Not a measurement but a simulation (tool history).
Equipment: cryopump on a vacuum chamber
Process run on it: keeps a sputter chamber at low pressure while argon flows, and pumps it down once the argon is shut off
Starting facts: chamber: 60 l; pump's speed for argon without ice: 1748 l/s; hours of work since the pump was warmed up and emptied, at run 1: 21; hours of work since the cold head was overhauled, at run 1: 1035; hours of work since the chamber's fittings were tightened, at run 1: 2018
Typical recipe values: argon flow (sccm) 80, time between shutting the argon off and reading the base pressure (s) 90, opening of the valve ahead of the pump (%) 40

run,day,argon flow (sccm),time between shutting the argon off and reading the base pressure (s),opening of the valve ahead of the pump (%),hours of work since the pump was warmed up and emptied,hours of work since the cold head was overhauled,hours of work since the chamber's fittings were tightened,pressure while argon flows (Pa),pressure after the wait (uPa)
1,0,80,90,40,21,1035,2018,0.1962,1.72
2,1.542,80,90,16,43,1057,2040,0.4876,1.7
3,5.138,80,90,40,95,1108,2091,0.1978,1.82
4,7.896,80,90,40,134,1148,2130,0.2028,1.89
5,10.117,80,90,40,166,1179,2162,0.2023,1.91
6,12.933,80,90,40,206,1220,2202,0.2041,2.05
7,14.617,80,90,40,230,1244,2226,0.205,2.06
8,16.925,80,90,40,263,1277,2259,0.207,2.06
9,20.296,80,90,40,311,1325,2307,0.2107,2.15
# day 20.975: pump warmed up, emptied and cooled again
10,22.488,80,90,40,22,1353,2336,0.1974,1.87
11,25.083,80,90,40,59,1390,2373,0.198,1.95
12,26.667,80,90,40,81,1413,2396,0.198,2.07
13,28.938,80,90,40,114,1445,2428,0.1993,1.99
14,32.021,80,90,40,158,1489,2472,0.2022,2.11
15,33.883,80,90,40,184,1516,2499,0.2034,2.14
16,36.058,80,45,40,215,1547,2530,0.2063,2.53
17,38.521,80,45,40,251,1582,2565,0.207,2.59
18,41.933,80,45,40,299,1631,2614,0.2121,2.72
# day 43.429: pump warmed up, emptied and cooled again
19,44.012,80,251,28,8,1658,2640,0.277,1.93
20,47.175,50,90,31,54,1703,2685,0.1583,2.1
21,50.229,50,90,31,97,1746,2729,0.1604,2.22
22,53.304,50,90,31,141,1790,2773,0.1604,2.27
23,55.746,80,90,24,176,1825,2808,0.3342,2.39
24,58.992,80,90,24,222,1872,2854,0.3368,2.38
25,62.258,127,114,52,269,1918,2901,0.2591,2.49
26,64.079,127,114,52,295,1944,2927,0.2631,2.54
# day 65.892: pump warmed up, emptied and cooled again
27,66.846,127,114,52,14,1981,2963,0.2404,2.19
28,69.908,80,90,51,57,2024,3007,0.1571,2.36
29,73.138,149,90,51,103,2071,3053,0.2971,2.37
30,75.017,149,90,51,130,2097,3080,0.3001,2.53
# day 78.596: leaking fittings of the chamber tightened, without venting
31,78.612,98,35,29,181,2148,0,0.3395,1.06
32,80.683,39,35,36,210,2177,30,0.1102,1.1
33,84.108,39,35,36,259,2226,79,0.1123,1.08

A few steps of pressure while argon flows (Pa) between consecutive runs. Split each: what settings, incoming material and random variation would produce without the hidden state, and what is left over for the hidden state, along with gauge scatter present in only one of the two compared results (measured, and without hidden state):
Unlogged tool condition in this case: pump's speed, % of a pump's without ice; cold plate's temperature, K; leak into the chamber, uPa l/s; drift of the gauge itself on working_pa, %; drift of the gauge itself on base_upa, %.
Run 1 -> 2: opening of the valve ahead of the pump (%) 40 -> 16. pressure while argon flows (Pa) +0.2914: hidden state +0.0011, all else +0.2903.
Run 2 -> 3: opening of the valve ahead of the pump (%) 16 -> 40. pressure while argon flows (Pa) -0.2898: hidden state +0.0024, all else -0.2922.
Run 9 -> 10: pump warmed up, emptied and cooled again. pressure while argon flows (Pa) -0.0133: hidden state -0.0143, all else +0.001.
Run 18 -> 19: time between shutting the argon off and reading the base pressure (s) 45 -> 251, opening of the valve ahead of the pump (%) 40 -> 28, pump warmed up, emptied and cooled again. pressure while argon flows (Pa) +0.0649: hidden state -0.0141, all else +0.079.
Run 26 -> 27: pump warmed up, emptied and cooled again. pressure while argon flows (Pa) -0.0227: hidden state -0.0219, all else -0.0008.
Run 31 -> 32: argon flow (sccm) 98 -> 39, opening of the valve ahead of the pump (%) 29 -> 36. pressure while argon flows (Pa) -0.2293: hidden state -0.0073, all else -0.222.

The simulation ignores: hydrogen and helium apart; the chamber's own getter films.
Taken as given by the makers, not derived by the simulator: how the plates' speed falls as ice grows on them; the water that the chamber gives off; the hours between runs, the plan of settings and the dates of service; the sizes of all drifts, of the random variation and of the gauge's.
